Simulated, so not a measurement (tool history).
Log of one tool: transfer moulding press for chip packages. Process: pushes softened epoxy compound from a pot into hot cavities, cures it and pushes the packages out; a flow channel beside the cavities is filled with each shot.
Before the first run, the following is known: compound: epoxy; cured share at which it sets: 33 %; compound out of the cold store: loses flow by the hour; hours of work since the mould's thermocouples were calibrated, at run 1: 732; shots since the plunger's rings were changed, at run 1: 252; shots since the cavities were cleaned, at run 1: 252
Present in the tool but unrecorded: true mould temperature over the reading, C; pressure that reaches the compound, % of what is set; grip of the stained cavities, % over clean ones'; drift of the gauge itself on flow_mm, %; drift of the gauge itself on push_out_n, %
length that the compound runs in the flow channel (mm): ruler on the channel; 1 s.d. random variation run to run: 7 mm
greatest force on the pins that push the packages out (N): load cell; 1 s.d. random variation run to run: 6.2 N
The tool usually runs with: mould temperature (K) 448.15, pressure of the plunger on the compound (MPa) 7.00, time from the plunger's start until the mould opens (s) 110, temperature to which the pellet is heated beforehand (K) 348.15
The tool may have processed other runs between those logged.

run     day  mould temperature (K)  pressure of the plunger on the compound (MPa)  time from the plunger's start until the mould opens (s)  temperature to which the pellet is heated beforehand (K)  hours of work since the mould's thermocouples were calibrated  shots since the plunger's rings were changed  shots since the cavities were cleaned  incoming compound's hours out of the cold store  length that the compound runs in the flow channel (mm)  greatest force on the pins that push the packages out (N)
  1   0.000                 448.15                                           7.00                                                      110                                                    348.15                                                            732                                           252                                    252                                             30.7                                                     742                                                        280
      1.362  -- mould's thermocouples calibrated
      1.633  -- cavities cleaned with cleaning compound and waxed
  2   2.638                 446.15                                           7.00                                                      110                                                    348.15                                                             15                                           717                                    188                                             15.3                                                     822                                                        302
      4.562  -- cavities cleaned with cleaning compound and waxed
  3   5.250                 446.15                                           7.00                                                      110                                                    348.15                                                             45                                          1193                                    128                                             46.1                                                     690                                                        278
      7.388  -- cavities cleaned with cleaning compound and waxed
      7.608  -- mould's thermocouples calibrated, once more
  4   8.412                 441.15                                           7.00                                                      110                                                    348.15                                                             10                                          1756                                    176                                             11.9                                                     842                                                        478
     10.292  -- cavities cleaned with cleaning compound and waxed
  5  10.438                 441.15                                           7.00                                                      110                                                    348.15                                                             33                                          2123                                     28                                             18.5                                                     798                                                        433
  6  11.825                 441.15                                           7.00                                                      110                                                    348.15                                                             50                                          2381                                    286                                             14.1                                                     827                                                        501
     13.250  -- cavities cleaned with cleaning compound and waxed
  7  13.425                 451.15                                           7.00                                                      110                                                    348.15                                                             68                                          2668                                     33                                             12.0                                                     781                                                        225
  8  15.454                 448.15                                           7.00                                                      110                                                    343.15                                                             93                                          3047                                    412                                             35.3                                                     703                                                        323
     16.125  -- cavities cleaned with cleaning compound and waxed
  9  18.475                 448.15                                           7.00                                                      110                                                    346.15                                                            128                                          3600                                    439                                             47.0                                                     650                                                        320
     18.908  -- cavities cleaned with cleaning compound and waxed
     19.458  -- plunger's sealing rings changed
 10  20.129                 448.15                                           7.00                                                      149                                                    348.15                                                            146                                           125                                    208                                             46.7                                                     709                                                        251
     21.796  -- cavities cleaned with cleaning compound and waxed
 11  23.117                 448.15                                           7.00                                                      149                                                    348.15                                                            181                                           671                                    246                                             37.0                                                     722                                                        238
     24.700  -- cavities cleaned with cleaning compound and waxed
 12  25.162                 448.15                                           7.00                                                      149                                                    348.15                                                            205                                          1042                                     87                                             19.4                                                     776                                                        223
 13  26.896                 454.15                                           7.01                                                      133                                                    351.15                                                            226                                          1365                                    410                                             36.5                                                     706                                                        250
     27.454  -- cavities cleaned with cleaning compound and waxed
 14  29.412                 448.15                                           5.65                                                      110                                                    354.15                                                            256                                          1823                                    365                                             43.3                                                     629                                                        298
     30.271  -- cavities cleaned with cleaning compound and waxed
 15  30.942                 452.15                                           5.65                                                      110                                                    354.15                                                            273                                          2097                                    125                                             39.5                                                     624                                                        241
 16  32.533                 455.15                                           7.00                                                      110                                                    348.15                                                            292                                          2394                                    422                                             28.4                                                     716                                                        279
     33.133  -- cavities cleaned with cleaning compound and waxed
 17  34.738                 455.15                                           7.00                                                      110                                                    348.15                                                            318                                          2793                                    299                                             30.1                                                     700                                                        249
     36.067  -- cavities cleaned with cleaning compound and waxed
 18  37.075                 448.15                                           8.01                                                      115                                                    342.15                                                            345                                          3218                                    188                                             20.2                                                     796                                                        268
     38.917  -- cavities cleaned with cleaning compound and waxed
     40.033  -- plunger's sealing rings changed
 19  40.179                 448.15                                           8.01                                                      115                                                    342.15                                                            381                                            26                                    216                                             15.3                                                     888                                                        280
     41.842  -- cavities cleaned with cleaning compound and waxed
 20  41.888                 448.15                                           8.01                                                      115                                                    342.15                                                            401                                           334                                      8                                             34.2                                                     805                                                        226

For some of the steps in length that the compound runs in the flow channel (mm) from one run to the next: how much would appear even if the tool had no hidden state, given the settings, what came in and random variation, and how much remains for the hidden state plus any gauge scatter that the measured result and the result without hidden state don't share?
Run 2 -> 3: cavities cleaned with cleaning compound and waxed. length that the compound runs in the flow channel (mm) -132: hidden state -3, all else -129.
Run 3 -> 4: mould temperature (K) 446.15 -> 441.15, cavities cleaned with cleaning compound and waxed, mould's thermocouples calibrated, once more. length that the compound runs in the flow channel (mm) +152: hidden state -9, all else +161.
Run 9 -> 10: time from the plunger's start until the mould opens (s) 110 -> 149, temperature to which the pellet is heated beforehand (K) 346.15 -> 348.15, cavities cleaned with cleaning compound and waxed, plunger's sealing rings changed. length that the compound runs in the flow channel (mm) +59: hidden state +50, all else +9.
Run 18 -> 19: cavities cleaned with cleaning compound and waxed, plunger's sealing rings changed. length that the compound runs in the flow channel (mm) +92: hidden state +56, all else +36.

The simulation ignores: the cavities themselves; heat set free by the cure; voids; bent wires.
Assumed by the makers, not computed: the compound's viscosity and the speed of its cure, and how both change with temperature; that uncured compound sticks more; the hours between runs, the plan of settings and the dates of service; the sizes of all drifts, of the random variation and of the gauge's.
